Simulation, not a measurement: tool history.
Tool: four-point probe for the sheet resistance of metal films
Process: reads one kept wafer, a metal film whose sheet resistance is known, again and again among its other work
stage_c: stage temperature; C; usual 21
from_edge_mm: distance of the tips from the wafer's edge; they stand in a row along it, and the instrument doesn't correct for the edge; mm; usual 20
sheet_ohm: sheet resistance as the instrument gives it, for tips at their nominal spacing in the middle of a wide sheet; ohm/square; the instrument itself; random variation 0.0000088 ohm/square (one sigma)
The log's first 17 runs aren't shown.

run 18 hour=239.8 | stage_c=21 from_edge_mm=38 | sheet_ohm=0.044098
run 19 hour=251.5 | stage_c=27 from_edge_mm=10 | sheet_ohm=0.044201
run 20 hour=261.9 | stage_c=26 from_edge_mm=14 | sheet_ohm=0.044139
run 21 hour=275.7 | stage_c=26 from_edge_mm=14 | sheet_ohm=0.044157
-- hour=277.5 stage's thermometer calibrated
run 22 hour=288.8 | stage_c=26 from_edge_mm=14 | sheet_ohm=0.044154
run 23 hour=300.1 | stage_c=34 from_edge_mm=43 | sheet_ohm=0.04418
run 24 hour=312.9 | stage_c=34 from_edge_mm=43 | sheet_ohm=0.044193
-- hour=318.8 stage's thermometer calibrated, once more
run 25 hour=329.9 | stage_c=26 from_edge_mm=64 | sheet_ohm=0.044155
run 26 hour=347.4 | stage_c=31 from_edge_mm=7 | sheet_ohm=0.04431
run 27 hour=356.8 | stage_c=29 from_edge_mm=5 | sheet_ohm=0.044405
run 28 hour=374.6 | stage_c=29 from_edge_mm=63 | sheet_ohm=0.044189
run 29 hour=385.9 | stage_c=22 from_edge_mm=34 | sheet_ohm=0.044132
run 30 hour=402.8 | stage_c=21 from_edge_mm=64 | sheet_ohm=0.044117
run 31 hour=411.2 | stage_c=34 from_edge_mm=7 | sheet_ohm=0.044338
run 32 hour=423.5 | stage_c=28 from_edge_mm=5 | sheet_ohm=0.044405
run 33 hour=440.6 | stage_c=22 from_edge_mm=67 | sheet_ohm=0.04414
run 34 hour=448.1 | stage_c=21 from_edge_mm=4 | sheet_ohm=0.044494

Forecast each of these 3 alternatives for the next run:
run A hour=460.3 | stage_c=21 from_edge_mm=18 | sheet_ohm=?
run B hour=460.3 | stage_c=27 from_edge_mm=42 | sheet_ohm=?
run C hour=460.3 | stage_c=21 from_edge_mm=7 | sheet_ohm=?

run=A sheet_ohm=0.04414
run=B sheet_ohm=0.044172
run=C sheet_ohm=0.044256
Without the tool's hidden state the same runs would have given:
run=A sheet_ohm=0.044001
run=B sheet_ohm=0.044032
run=C sheet_ohm=0.044116
